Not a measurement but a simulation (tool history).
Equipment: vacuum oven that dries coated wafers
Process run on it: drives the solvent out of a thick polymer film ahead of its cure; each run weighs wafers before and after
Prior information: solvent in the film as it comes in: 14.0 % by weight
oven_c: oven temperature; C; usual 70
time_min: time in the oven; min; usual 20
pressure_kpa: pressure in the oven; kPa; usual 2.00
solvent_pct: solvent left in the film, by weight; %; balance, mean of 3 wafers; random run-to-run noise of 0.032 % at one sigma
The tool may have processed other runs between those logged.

Run 1, day 0.000: usual settings. Result: solvent_pct 4.64 %.
Run 2, day 1.579: usual settings. Result: solvent_pct 4.66 %.
Run 3, day 3.138: usual settings. Result: solvent_pct 4.66 %.
Run 4, day 4.525: usual settings but pressure_kpa 7.22 kPa. Result: solvent_pct 12.80 %.
Run 5, day 6.271: usual settings but pressure_kpa 7.22 kPa. Result: solvent_pct 12.80 %.
Run 6, day 7.758: usual settings but pressure_kpa 7.22 kPa. Result: solvent_pct 12.66 %.
Run 7, day 9.175: usual settings but pressure_kpa 7.22 kPa. Result: solvent_pct 12.65 %.
Run 8, day 10.650: usual settings but oven_c 65 C, time_min 11 min, pressure_kpa 1.06 kPa. Result: solvent_pct 6.65 %.
Run 9, day 12.142: usual settings but oven_c 59 C, pressure_kpa 1.06 kPa. Result: solvent_pct 6.74 %.
Run 10, day 13.092: usual settings but oven_c 75 C, time_min 11 min, pressure_kpa 4.92 kPa. Result: solvent_pct 8.11 %.
Run 11, day 15.033: usual settings but oven_c 75 C, time_min 11 min, pressure_kpa 4.92 kPa. Result: solvent_pct 8.11 %.
Run 12, day 16.529: usual settings but oven_c 75 C, time_min 11 min, pressure_kpa 4.92 kPa. Result: solvent_pct 7.98 %.
Run 13, day 18.500: usual settings but oven_c 57 C, time_min 14 min, pressure_kpa 3.84 kPa. Result: solvent_pct 12.94 %.
Run 14, day 20.675: usual settings but oven_c 57 C, time_min 14 min, pressure_kpa 3.84 kPa. Result: solvent_pct 12.88 %.

Some steps in solvent_pct between neighbouring runs. How much of each would the tool show without its hidden state too (settings, what came in, random variation), and how much is left for the hidden state, with any gauge scatter that isn't in both results?
Hidden state at play: true wafer temperature over the reading, C; true pressure over the reading, kPa; drift of the gauge itself on solvent_pct, %.
Run 3 -> 4: pressure_kpa 2.00 -> 7.22. solvent_pct +8.14 %: hidden state -0.04, all else +8.18.
Run 9 -> 10: oven_c 59 -> 75, time_min 20 -> 11, pressure_kpa 1.06 -> 4.92. solvent_pct +1.37 %: hidden state -0.08, all else +1.45.
